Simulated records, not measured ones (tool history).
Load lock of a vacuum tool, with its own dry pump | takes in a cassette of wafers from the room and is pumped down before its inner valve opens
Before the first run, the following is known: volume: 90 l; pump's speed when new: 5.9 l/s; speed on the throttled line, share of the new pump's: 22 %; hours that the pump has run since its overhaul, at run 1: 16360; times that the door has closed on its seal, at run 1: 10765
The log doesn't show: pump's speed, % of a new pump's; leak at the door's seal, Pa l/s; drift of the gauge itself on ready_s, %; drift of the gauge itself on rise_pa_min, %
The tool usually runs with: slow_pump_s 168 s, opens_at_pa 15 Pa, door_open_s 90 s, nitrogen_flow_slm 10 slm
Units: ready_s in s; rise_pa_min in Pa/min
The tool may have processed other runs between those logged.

run,hour,slow_pump_s,opens_at_pa,door_open_s,nitrogen_flow_slm,hours that the pump has run since its overhaul,times that the door has closed on its seal,"incoming humidity of the room's air, %",ready_s,rise_pa_min
1,0.0,168,15,90,10,16360,10765,43.8,292.9,0.101
2,333.6,168,15,154,10,16694,11251,45.1,297.5,0.113
3,531.8,168,13,154,10,16892,11540,48.8,301.7,0.121
4,684.1,168,15,90,10,17044,11762,44.5,299.5,0.115
5,870.9,168,15,90,10,17231,12035,44.8,299.1,0.120
6,1131.6,168,15,90,10,17492,12415,49.9,299.6,0.126
7,1351.3,168,15,57,10,17712,12735,42.2,296.7,0.123
# hour 1418.8: dry pump taken out, an overhauled one fitted
8,1599.4,168,15,57,10,181,13088,46.9,268.8,0.129
9,1868.0,168,15,57,10,449,13480,41.5,268.5,0.128
10,2194.4,168,15,57,10,776,13955,45.4,267.9,0.145
11,2515.9,168,15,57,10,1097,14424,44.7,271.3,0.144
12,2775.2,168,15,57,10,1356,14802,45.4,269.5,0.148
13,2932.8,168,15,90,10,1514,15032,41.7,267.5,0.157
14,3123.6,168,15,90,10,1705,15310,46.9,270.4,0.161
15,3424.6,168,15,90,10,2006,15749,43.2,269.5,0.161
16,3731.6,168,15,90,10,2313,16196,46.4,271.8,0.170
17,3903.7,336,15,90,10,2485,16447,45.2,402.6,0.177
18,4218.7,336,15,90,10,2800,16906,45.2,403.0,0.181
19,4447.1,336,15,90,10,3028,17239,44.0,399.2,0.183
20,4692.2,336,15,90,10,3273,17597,46.1,401.4,0.191
21,4879.9,168,13,170,10,3461,17870,40.3,272.3,0.192
22,5185.3,168,17,91,10,3767,18316,46.3,269.8,0.198
23,5406.4,168,28,29,18,3988,18638,44.0,261.8,0.193
24,5684.1,167,15,90,26,4265,19043,45.1,272.2,0.198
25,5836.0,134,11,108,9,4417,19264,42.8,252.0,0.210
26,6106.1,168,15,90,12,4687,19658,39.4,274.3,0.212
27,6361.9,131,15,42,12,4943,20031,47.3,244.3,0.218
28,6524.5,318,15,41,13,5106,20268,45.5,391.3,0.221
29,6876.4,170,15,90,10,5458,20781,45.9,278.1,0.238
30,7070.1,88,16,112,10,5651,21063,44.0,214.2,0.242
31,7348.9,142,19,90,17,5930,21470,42.4,251.2,0.244
32,7505.9,142,19,90,17,6087,21698,44.9,250.2,0.252
33,7850.6,142,19,90,17,6432,22201,45.1,253.9,0.256
34,8039.8,167,15,46,13,6621,22477,47.8,275.5,0.263
35,8210.3,167,15,46,13,6792,22725,44.9,275.2,0.261
36,8564.4,168,25,166,10,7146,23242,47.7,269.7,0.285

For each run, the measured value with the value that run would have given without the tool's hidden condition subtracted. The run-to-run variation is shared by both, the gauge scatter possibly not:
run,ready_s,rise_pa_min
1,+28.5,+0.077
2,+29.6,+0.082
3,+30.8,+0.086
4,+30.6,+0.089
5,+31.0,+0.092
6,+31.6,+0.098
7,+31.8,+0.102
8,+0.2,+0.105
9,+0.7,+0.109
10,+1.1,+0.115
11,+1.6,+0.122
12,+2.1,+0.125
13,+2.3,+0.128
14,+2.5,+0.132
15,+3.0,+0.137
16,+3.5,+0.144
17,+2.4,+0.146
18,+2.7,+0.152
19,+2.8,+0.158
20,+3.1,+0.162
21,+5.4,+0.167
22,+5.7,+0.174
23,+5.5,+0.177
24,+6.9,+0.183
25,+7.6,+0.184
26,+7.3,+0.194
27,+8.2,+0.196
28,+5.4,+0.200
29,+8.5,+0.212
30,+10.3,+0.214
31,+9.5,+0.220
32,+9.7,+0.232
33,+10.4,+0.235
34,+10.8,+0.239
35,+11.1,+0.239
36,+10.5,+0.252

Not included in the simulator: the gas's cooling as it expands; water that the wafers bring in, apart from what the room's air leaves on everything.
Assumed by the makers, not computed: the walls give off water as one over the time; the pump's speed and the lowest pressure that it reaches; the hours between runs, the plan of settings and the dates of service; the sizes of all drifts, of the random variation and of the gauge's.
